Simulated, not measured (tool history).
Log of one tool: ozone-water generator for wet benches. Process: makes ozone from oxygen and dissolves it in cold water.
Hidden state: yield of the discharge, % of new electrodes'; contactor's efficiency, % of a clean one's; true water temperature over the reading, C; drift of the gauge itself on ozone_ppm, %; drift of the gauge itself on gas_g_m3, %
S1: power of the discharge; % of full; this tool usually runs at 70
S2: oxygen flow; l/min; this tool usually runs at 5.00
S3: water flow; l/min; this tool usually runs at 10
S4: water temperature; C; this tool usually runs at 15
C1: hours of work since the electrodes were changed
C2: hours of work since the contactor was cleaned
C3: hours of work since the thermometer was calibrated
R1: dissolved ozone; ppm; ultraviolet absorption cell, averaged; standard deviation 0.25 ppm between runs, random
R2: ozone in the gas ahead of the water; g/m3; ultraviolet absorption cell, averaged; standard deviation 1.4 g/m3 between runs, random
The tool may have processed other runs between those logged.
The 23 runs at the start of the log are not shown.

Run 24, hour 673.6: usual settings but S2 5.02 l/min, S3 15 l/min; C1 1621; C2 59; C3 2058. Result: R1 25.7 ppm, R2 254.9 g/m3.
At hour 702.0: contactor cleaned, once more.
Run 25, hour 708.0: usual settings but S4 19 C; C1 1644; C2 5; C3 2081. Result: R1 34.8 ppm, R2 254.6 g/m3.
Run 26, hour 743.3: usual settings but S4 19 C; C1 1671; C2 32; C3 2109. Result: R1 34.9 ppm, R2 254.8 g/m3.
Run 27, hour 776.3: usual settings but S1 61 % of full, S2 4.29 l/min, S3 9 l/min, S4 7 C; C1 1697; C2 57; C3 2134. Result: R1 41.8 ppm, R2 244.8 g/m3.
Run 28, hour 794.3: usual settings but S1 61 % of full, S2 4.29 l/min, S3 9 l/min, S4 7 C; C1 1711; C2 71; C3 2148. Result: R1 42.4 ppm, R2 242.7 g/m3.
Run 29, hour 825.3: usual settings but S1 61 % of full, S2 4.29 l/min, S3 9 l/min, S4 7 C; C1 1735; C2 95; C3 2172. Result: R1 41.8 ppm, R2 246.5 g/m3.
Run 30, hour 855.4: usual settings but S1 74 % of full; C1 1758; C2 119; C3 2195. Result: R1 39.6 ppm, R2 265.5 g/m3.
Run 31, hour 896.9: usual settings but S1 83 % of full, S2 2.65 l/min, S4 7 C; C1 1790; C2 151; C3 2228. Result: R1 44.9 ppm, R2 377.0 g/m3.
Run 32, hour 935.7: usual settings but S1 83 % of full, S2 2.65 l/min, S4 7 C; C1 1821; C2 181; C3 2258. Result: R1 45.6 ppm, R2 381.7 g/m3.

Below are 5 alternative next runs, each starting from the tool's condition after run 32. Predict each:
Run A, hour 958.4: usual settings but S1 83 % of full, S2 4.05 l/min, S4 8 C; C1 1838; C2 199; C3 2275. Result: R1 ?, R2 ?.
Run B, hour 958.4: usual settings but S3 16 l/min; C1 1838; C2 199; C3 2275. Result: R1 ?, R2 ?.
Run C, hour 958.4: usual settings but S1 83 % of full, S2 2.77 l/min, S3 6 l/min, S4 19 C; C1 1838; C2 199; C3 2275. Result: R1 ?, R2 ?.
Run D, hour 958.4: usual settings but S1 55 % of full, S2 7.72 l/min; C1 1838; C2 199; C3 2275. Result: R1 ?, R2 ?.
Run E, hour 958.4: usual settings but S3 8 l/min; C1 1838; C2 199; C3 2275. Result: R1 ?, R2 ?.

run    R1     R2
  A  47.3  315.6
  B  25.6  254.6
  C  55.8  378.0
  D  30.4  175.7
  E  43.7  253.1
With the hidden condition removed and each run's random variation left untouched, the same runs would have given:
run    R1     R2
  A  48.4  321.2
  B  26.1  258.6
  C  57.1  384.6
  D  31.0  177.9
  E  44.6  257.0
